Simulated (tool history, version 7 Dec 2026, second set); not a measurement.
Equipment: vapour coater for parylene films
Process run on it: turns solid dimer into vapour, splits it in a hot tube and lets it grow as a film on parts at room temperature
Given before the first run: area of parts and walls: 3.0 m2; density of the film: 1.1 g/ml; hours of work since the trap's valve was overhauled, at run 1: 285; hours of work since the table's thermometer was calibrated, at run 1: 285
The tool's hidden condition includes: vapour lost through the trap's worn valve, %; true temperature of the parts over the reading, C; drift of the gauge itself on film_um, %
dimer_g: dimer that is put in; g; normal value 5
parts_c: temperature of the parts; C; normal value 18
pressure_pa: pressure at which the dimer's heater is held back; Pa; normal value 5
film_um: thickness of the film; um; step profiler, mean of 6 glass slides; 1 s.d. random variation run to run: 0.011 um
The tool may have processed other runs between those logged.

run   hour  dimer_g  parts_c  pressure_pa  hours of work since the trap's valve was overhauled  hours of work since the table's thermometer was calibrated  film_um
  1      0        5       18            5                                                  285                                                         285     0.99
  2   24.8        5       18            5                                                  304                                                         304     0.98
  3     36        5       17            5                                                  313                                                         313        1
  4   55.4        5       17            5                                                  328                                                         328        1
  5   79.7        5       17            5                                                  347                                                         347     0.99
  6  101.5        5       18            5                                                  364                                                         364     0.97
  7  116.5        5       17            5                                                  375                                                         375     0.96
  8  141.5        5       17            5                                                  394                                                         394     0.97
  9  163.2        5       18            5                                                  411                                                         411     0.96
 10  177.7        5       18            5                                                  422                                                         422     0.96
     191.5  -- trap's valve overhauled
 11  208.4        5       18            5                                                   13                                                         443     1.05
 12  228.3        5       18            5                                                   28                                                         458     1.07
 13  252.5        5       18         2.37                                                   47                                                         477     1.22
 14  271.7        4       18            5                                                   62                                                         492     0.84
 15  289.9        4       18            5                                                   76                                                         506     0.83
 16  306.4        5       18            5                                                   89                                                         518     1.03
 17  325.6        5       12            5                                                  103                                                         533     1.16
 18  351.8        5       12            5                                                  124                                                         553     1.13
 19    364        5       12            5                                                  133                                                         563     1.15
 20  379.4        5       12            5                                                  145                                                         575     1.13
 21  396.8        5       12         2.05                                                  158                                                         588     1.34
 22  411.8        5       12         2.05                                                  170                                                         600     1.35
 23  423.9        5       12          6.5                                                  179                                                         609     1.06
 24  445.1        5       12          6.5                                                  195                                                         625     1.06
 25  458.3        5       13         3.79                                                  206                                                         635     1.13
 26  483.6        5       12         4.74                                                  225                                                         655     1.12
 27  499.6        2       18          3.7                                                  237                                                         667     0.41
 28  511.8        2       18          3.7                                                  247                                                         677     0.42
 29  526.7        2       18          3.7                                                  258                                                         688     0.43
 30  544.2        3       27         3.37                                                  272                                                         702     0.54
 31  561.9        3       27         3.37                                                  285                                                         715     0.54
 32  574.8        5       10         2.84                                                  295                                                         725     1.29
 33  591.7        5       17         2.84                                                  308                                                         738     1.13
 34  613.3        5       12         3.71                                                  325                                                         755     1.16
 35  634.5        4       12         3.71                                                  341                                                         771     0.92
 36  655.8        4       12         3.71                                                  358                                                         788     0.92
 37  674.6        6       11         4.16                                                  372                                                         802     1.37
 38  687.6        9       18         5.84                                                  382                                                         812     1.67
 39  699.8        7       13          9.6                                                  392                                                         821     1.28
 40  724.9        7       13          9.6                                                  411                                                         841     1.27
 41  741.5        3       11         4.96                                                  424                                                         854     0.65

Run 42 has not been measured yet. What should we expect?
     753.9  -- trap's valve overhauled
 42  769.1        3       11         4.96                                                   12                                                         872        ?

{"run 42": {"film_um": 0.73}}
Were there no unlogged condition in the tool, this run, its random variation unchanged, would have produced film_um 0.74 um.
